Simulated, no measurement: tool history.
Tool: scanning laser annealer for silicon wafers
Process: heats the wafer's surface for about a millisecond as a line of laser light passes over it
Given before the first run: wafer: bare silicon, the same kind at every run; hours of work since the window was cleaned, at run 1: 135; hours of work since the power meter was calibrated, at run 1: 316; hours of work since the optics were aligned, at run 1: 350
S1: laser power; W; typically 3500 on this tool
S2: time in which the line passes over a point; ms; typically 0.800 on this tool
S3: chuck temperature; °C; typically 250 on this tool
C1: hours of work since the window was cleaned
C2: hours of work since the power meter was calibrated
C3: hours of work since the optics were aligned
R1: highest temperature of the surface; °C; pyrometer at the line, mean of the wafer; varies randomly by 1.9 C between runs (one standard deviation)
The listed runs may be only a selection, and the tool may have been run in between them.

run,hour,S1,S2,S3,C1,C2,C3,R1
1,0.0,3500,0.800,250,135,316,350,1085
2,38.4,3500,0.756,250,163,344,378,1062
3,61.6,3500,0.756,250,180,361,394,1060
4,99.8,3500,0.756,250,207,388,422,1059
5,124.7,3500,0.756,250,225,406,440,1059
6,144.4,3243,0.800,250,240,420,454,1008
7,184.3,3500,0.800,250,268,449,483,1082
8,207.2,3054,0.565,250,285,466,499,848
9,241.2,3844,0.800,250,309,490,524,1178
10,269.0,3844,0.800,250,329,510,544,1170
11,288.0,3844,0.800,250,343,524,558,1174
12,311.7,3844,0.800,250,360,541,575,1171
13,346.9,3844,0.800,250,386,566,600,1170
14,370.0,3602,0.684,249,402,583,617,1041

Below are 3 alternative next runs, each starting from the tool's condition after run 14. Predict each:
A,404.8,3500,0.709,276,427,608,642,?
B,404.8,3340,0.983,264,427,608,642,?
C,404.8,3602,0.684,265,427,608,642,?

run,R1
A,1054
B,1115
C,1054
What these runs would have given with no unlogged condition in the tool:
run,R1
A,1079
B,1142
C,1080
